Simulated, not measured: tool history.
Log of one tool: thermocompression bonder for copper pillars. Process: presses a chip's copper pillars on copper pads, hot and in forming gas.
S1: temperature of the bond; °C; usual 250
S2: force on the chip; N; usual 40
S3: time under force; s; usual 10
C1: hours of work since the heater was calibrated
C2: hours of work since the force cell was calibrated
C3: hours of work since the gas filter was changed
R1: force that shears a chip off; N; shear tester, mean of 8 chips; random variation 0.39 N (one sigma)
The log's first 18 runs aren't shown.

| run | hour | S1 | S2 | S3 | C1 | C2 | C3 | R1 |
|---|---|---|---|---|---|---|---|---|
| 19 | 1386.5 | 250 | 40 | 10 | 77 | 948 | 118 | 28.9 |
| 20 | 1439.9 | 270 | 40 | 10 | 104 | 975 | 144 | 37.4 |
| 21 | 1537.7 | 250 | 40 | 6 | 153 | 1024 | 193 | 21.9 |
|  | 1559.3 | heater calibrated with a thermocouple chip, once more |
|  | 1590.8 | forming gas filter changed |
| 22 | 1635.8 | 231 | 38 | 8 | 38 | 1071 | 22 | 24.9 |
| 23 | 1704.3 | 248 | 49 | 27 | 72 | 1106 | 57 | 55.7 |
| 24 | 1795.6 | 255 | 37 | 9 | 118 | 1151 | 102 | 33.2 |
| 25 | 1857.1 | 233 | 57 | 14 | 149 | 1182 | 133 | 40.9 |
| 26 | 1949.4 | 233 | 57 | 14 | 195 | 1228 | 179 | 39.2 |
|  | 2025.3 | forming gas filter changed |
| 27 | 2050.4 | 267 | 48 | 9 | 245 | 1278 | 13 | 49.7 |
| 28 | 2109.9 | 273 | 36 | 14 | 275 | 1308 | 42 | 48.2 |
| 29 | 2196.4 | 273 | 36 | 12 | 318 | 1351 | 86 | 44.8 |
| 30 | 2290.6 | 273 | 36 | 12 | 365 | 1399 | 133 | 42.8 |
| 31 | 2373.4 | 273 | 36 | 12 | 407 | 1440 | 174 | 42.4 |
| 32 | 2419.1 | 250 | 32 | 7 | 429 | 1463 | 197 | 21.8 |
|  | 2461.6 | forming gas filter changed |
| 33 | 2516.4 | 276 | 59 | 17 | 478 | 1511 | 27 | 67.9 |
| 34 | 2562.5 | 236 | 40 | 28 | 501 | 1534 | 50 | 39.2 |
| 35 | 2646.5 | 236 | 40 | 28 | 543 | 1576 | 92 | 38.8 |
| 36 | 2707 | 239 | 41 | 13 | 573 | 1607 | 123 | 30.1 |
| 37 | 2752 | 239 | 41 | 13 | 596 | 1629 | 145 | 29.5 |
| 38 | 2835.8 | 239 | 58 | 6 | 638 | 1671 | 187 | 28.6 |
|  | 2852.6 | heater calibrated with a thermocouple chip |
|  | 2904.6 | forming gas filter changed |
| 39 | 2922.9 | 239 | 59 | 26 | 35 | 1713 | 9 | 60.7 |

Forecast each of these 4 alternatives for the next run:
| A | 3016.9 | 264 | 59 | 23 | 82 | 1760 | 56 | ? |
| B | 3016.9 | 229 | 54 | 16 | 82 | 1760 | 56 | ? |
| C | 3016.9 | 250 | 40 | 20 | 82 | 1760 | 56 | ? |
| D | 3016.9 | 264 | 59 | 26 | 82 | 1760 | 56 | ? |

| run | R1 |
|---|---|
| A | 69.1 |
| B | 42.9 |
| C | 47 |
| D | 70 |
Without the tool's hidden state the same runs would have given:
| run | R1 |
|---|---|
| A | 69.2 |
| B | 41.9 |
| C | 46 |
| D | 70.2 |
